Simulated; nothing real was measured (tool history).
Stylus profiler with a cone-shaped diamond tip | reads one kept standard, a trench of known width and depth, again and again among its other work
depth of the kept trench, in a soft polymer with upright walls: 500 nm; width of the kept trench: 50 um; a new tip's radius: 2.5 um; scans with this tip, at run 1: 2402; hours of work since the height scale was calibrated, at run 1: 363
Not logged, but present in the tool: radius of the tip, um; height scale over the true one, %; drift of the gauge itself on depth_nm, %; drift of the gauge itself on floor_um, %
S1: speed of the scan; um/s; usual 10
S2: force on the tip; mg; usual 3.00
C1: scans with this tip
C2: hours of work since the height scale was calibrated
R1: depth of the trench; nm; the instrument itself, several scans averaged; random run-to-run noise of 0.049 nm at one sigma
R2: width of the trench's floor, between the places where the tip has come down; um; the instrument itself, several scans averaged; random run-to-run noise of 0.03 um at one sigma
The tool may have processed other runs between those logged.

run 1 hour=0.0 | S1=10 S2=3.00 | C1=2402 C2=363 | R1=505.67 R2=46.64
run 2 hour=19.0 | S1=10 S2=3.00 | C1=2471 C2=373 | R1=505.75 R2=46.63
run 3 hour=42.6 | S1=10 S2=3.00 | C1=2557 C2=386 | R1=505.65 R2=46.68
run 4 hour=65.9 | S1=10 S2=3.00 | C1=2642 C2=399 | R1=505.65 R2=46.64
run 5 hour=78.4 | S1=7 S2=3.00 | C1=2688 C2=406 | R1=505.70 R2=46.66
run 6 hour=89.8 | S1=7 S2=3.00 | C1=2729 C2=413 | R1=505.69 R2=46.66
run 7 hour=108.4 | S1=7 S2=3.00 | C1=2797 C2=423 | R1=505.70 R2=46.67
run 8 hour=125.1 | S1=10 S2=3.00 | C1=2858 C2=432 | R1=505.68 R2=46.63
run 9 hour=138.3 | S1=10 S2=3.00 | C1=2906 C2=439 | R1=505.64 R2=46.60
run 10 hour=150.3 | S1=10 S2=3.00 | C1=2950 C2=446 | R1=505.66 R2=46.59
run 11 hour=168.3 | S1=3 S2=2.08 | C1=3015 C2=456 | R1=504.34 R2=46.65
run 12 hour=192.3 | S1=9 S2=8.67 | C1=3103 C2=469 | R1=511.90 R2=46.66
run 13 hour=212.6 | S1=9 S2=8.67 | C1=3177 C2=480 | R1=511.91 R2=46.62
run 14 hour=224.9 | S1=10 S2=7.26 | C1=3222 C2=487 | R1=510.45 R2=46.65
run 15 hour=244.2 | S1=18 S2=2.79 | C1=3292 C2=498 | R1=505.38 R2=46.56
run 16 hour=267.1 | S1=18 S2=2.79 | C1=3376 C2=510 | R1=505.29 R2=46.51
run 17 hour=281.0 | S1=3 S2=2.79 | C1=3427 C2=518 | R1=505.24 R2=46.59

Predict each of these 5 candidate next runs independently; none follows another, all start after run 17:
run A hour=305.8 | S1=6 S2=1.27 | C1=3517 C2=532 | R1=? R2=?
run B hour=305.8 | S1=18 S2=3.00 | C1=3517 C2=532 | R1=? R2=?
run C hour=305.8 | S1=10 S2=3.79 | C1=3517 C2=532 | R1=? R2=?
run D hour=305.8 | S1=22 S2=2.38 | C1=3517 C2=532 | R1=? R2=?
run E hour=305.8 | S1=35 S2=1.52 | C1=3517 C2=532 | R1=? R2=?

run=A R1=502.99 R2=46.56
run=B R1=505.67 R2=46.56
run=C R1=506.69 R2=46.50
run=D R1=504.67 R2=46.51
run=E R1=503.42 R2=46.36
Without the tool's hidden state the same runs would have given:
run=A R1=503.43 R2=46.95
run=B R1=506.11 R2=46.95
run=C R1=507.13 R2=46.90
run=D R1=505.11 R2=46.90
run=E R1=503.86 R2=46.75
